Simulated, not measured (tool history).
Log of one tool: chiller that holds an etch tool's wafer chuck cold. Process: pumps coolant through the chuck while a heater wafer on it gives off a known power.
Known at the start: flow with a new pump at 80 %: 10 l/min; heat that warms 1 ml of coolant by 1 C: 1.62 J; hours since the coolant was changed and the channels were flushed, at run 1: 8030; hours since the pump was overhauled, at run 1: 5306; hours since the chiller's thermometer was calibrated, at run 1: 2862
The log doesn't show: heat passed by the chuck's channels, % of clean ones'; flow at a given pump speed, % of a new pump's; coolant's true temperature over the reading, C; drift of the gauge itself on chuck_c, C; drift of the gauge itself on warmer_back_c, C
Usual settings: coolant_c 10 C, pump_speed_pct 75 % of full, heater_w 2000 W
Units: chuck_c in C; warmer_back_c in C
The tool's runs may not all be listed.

run	hour	coolant_c	pump_speed_pct	heater_w	hours since the coolant was changed and the channels were flushed	hours since the pump was overhauled	hours since the chiller's thermometer was calibrated	chuck_c	warmer_back_c
1	0	10	75	2000	8030	5306	2862	24.2	7.93
2	117.1	10	75	2000	8147	5423	2979	24.2	7.82
3	220.2	10	75	2000	8251	5527	3082	24.1	7.89
4	287.7	10	75	2000	8318	5594	3150	24.1	7.82
5	375.1	10	75	1584	8405	5681	3237	21.1	6.25
6	446.8	10	75	1584	8477	5753	3309	21.2	6.24
7	513.2	10	75	1584	8544	5819	3375	21.4	6.19
# hour 615.1: coolant changed, channels flushed
8	632.3	10	75	1584	17	5933	3488	21.1	6.15
9	710.1	19	75	2000	95	6010	3566	33.1	7.85
10	805.5	19	75	2000	190	6106	3661	33.2	7.84
11	941.1	19	75	2000	326	6241	3797	33.1	7.81
12	1065.5	4	75	2000	450	6366	3921	18	7.81
13	1208.8	4	78	2000	594	6509	4065	17.6	7.48
14	1354.9	13	78	2000	740	6655	4211	26.5	7.48
15	1455.5	13	78	2000	840	6756	4311	26.7	7.44
16	1574.2	10	75	2000	959	6875	4430	24.1	7.69
17	1684.5	10	75	2000	1069	6985	4540	24.2	7.75
# hour 1756.7: chiller's thermometer calibrated
18	1804.3	10	75	2000	1188	7104	48	24	7.7
19	1907.1	10	75	2000	1291	7206	150	24.1	7.69
20	1986	10	75	2948	1370	7285	229	30.9	11.36
21	2069	10	71	1498	1453	7368	312	21	6.03
22	2197.3	10	71	1498	1581	7497	441	21.1	5.98
23	2284.7	10	71	1498	1669	7584	528	21.3	5.97
24	2399.9	10	75	1498	1784	7699	643	20.5	5.67
25	2528.6	4	65	1030	1913	7828	772	12.2	4.35
26	2672.3	19	92	2416	2056	7972	916	33.5	7.48
27	2808	0	73	1614	2192	8107	1051	11.6	6.25
28	2902.9	0	96	1614	2287	8202	1146	9.5	4.64
29	2979.2	15	74	1614	2363	8279	1223	26.6	6.16
30	3085.5	7	75	2000	2469	8385	1329	21.1	7.62
31	3165	20	73	1082	2549	8464	1408	27.8	4.1

Forecast each of these 5 alternatives for the next run:
A	3302.7	2	98	2201	2687	8602	1546	?	?
B	3302.7	9	78	2939	2687	8602	1546	?	?
C	3302.7	10	99	1114	2687	8602	1546	?	?
D	3302.7	7	75	2621	2687	8602	1546	?	?
E	3302.7	16	76	1082	2687	8602	1546	?	?

run	chuck_c	warmer_back_c
A	14.5	6.28
B	29.1	10.83
C	16.3	2.95
D	25.5	9.94
E	23.8	3.87
Without the tool's hidden state the same runs would have given:
run	chuck_c	warmer_back_c
A	14.4	6.63
B	29	11.18
C	16.3	3.31
D	25.5	10.29
E	23.8	4.23
